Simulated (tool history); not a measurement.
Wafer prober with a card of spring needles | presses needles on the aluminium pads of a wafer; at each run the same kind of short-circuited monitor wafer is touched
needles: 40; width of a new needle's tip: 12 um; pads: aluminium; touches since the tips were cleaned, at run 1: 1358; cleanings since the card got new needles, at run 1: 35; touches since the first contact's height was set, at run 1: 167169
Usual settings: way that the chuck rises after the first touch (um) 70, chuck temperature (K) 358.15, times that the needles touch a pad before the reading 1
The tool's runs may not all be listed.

run	day	way that the chuck rises after the first touch (um)	chuck temperature (K)	times that the needles touch a pad before the reading	touches since the tips were cleaned	cleanings since the card got new needles	touches since the first contact's height was set	resistance of one needle with its contact and lead (mohm)	way that a needle slides on the pad (um)
1	0.000	70	358.15	1	1358	35	167169	175	11.16
# day 0.246: tips cleaned on abrasive film
2	0.400	70	358.15	1	1630	36	171403	178	11.19
# day 0.625: tips cleaned on abrasive film
# day 1.004: tips cleaned on abrasive film
3	1.038	70	358.15	1	320	38	178167	168	10.99
# day 1.408: tips cleaned on abrasive film
# day 1.817: tips cleaned on abrasive film
4	1.954	77	358.15	1	1450	40	187925	178	12.08
# day 2.254: tips cleaned on abrasive film
# day 2.267: height of the first contact set anew
# day 2.642: tips cleaned on abrasive film
5	2.642	77	358.15	1	0	42	3988	163	12.64
# day 3.050: tips cleaned on abrasive film
6	3.400	70	358.15	1	3763	43	12057	188	11.56
# day 3.462: tips cleaned on abrasive film
# day 3.896: tips cleaned on abrasive film
7	4.233	70	358.15	1	3665	45	20956	188	11.51
# day 4.283: tips cleaned on abrasive film
# day 4.692: tips cleaned on abrasive film
8	4.946	70	358.15	1	2747	47	28505	182	11.50
# day 5.100: tips cleaned on abrasive film
# day 5.512: tips cleaned on abrasive film
9	5.746	70	358.15	1	2518	49	37024	184	11.34
# day 5.896: tips cleaned on abrasive film
# day 6.317: tips cleaned on abrasive film
10	6.604	70	304.15	1	3058	51	46124	174	11.54
# day 6.750: tips cleaned on abrasive film
# day 7.171: tips cleaned on abrasive film
11	7.508	85	358.15	1	3610	53	55760	185	13.76
# day 7.596: tips cleaned on abrasive film
# day 7.983: tips cleaned on abrasive film
12	8.179	55	299.15	2	2131	55	62897	168	8.89
# day 8.417: tips cleaned on abrasive film
13	8.738	55	309.15	2	3464	56	68861	175	8.89
# day 8.796: tips cleaned on abrasive film
# day 9.217: tips cleaned on abrasive film
14	9.358	72	354.15	1	1514	58	75433	171	11.76
# day 9.625: tips cleaned on abrasive film
# day 10.042: tips cleaned on abrasive film
15	10.258	72	354.15	1	2324	60	85019	178	11.59
# day 10.425: tips cleaned on abrasive film
# day 10.838: tips cleaned on abrasive film
16	11.038	72	354.15	1	2138	62	93285	172	11.80
# day 11.229: tips cleaned on abrasive film
# day 11.642: tips cleaned on abrasive film
17	11.800	72	390.15	2	1721	64	101409	175	11.46
# day 12.012: tips cleaned on abrasive film
18	12.321	72	390.15	2	3338	65	106960	181	11.64
# day 12.396: tips cleaned on abrasive film
# day 12.783: tips cleaned on abrasive film
19	12.862	52	385.15	3	830	67	112674	175	8.31
# day 13.179: tips cleaned on abrasive film
20	13.358	79	358.15	1	1954	68	117982	175	12.84

Forecast run 21:
# day 13.588: tips cleaned on abrasive film
21	13.742	52	358.15	1	1654	69	122041	?	?

Run 21 gave resistance of one needle with its contact and lead (mohm) 187, way that a needle slides on the pad (um) 8.25.
Without the tool's hidden state the same run would have given resistance of one needle with its contact and lead (mohm) 164, way that a needle slides on the pad (um) 8.60.
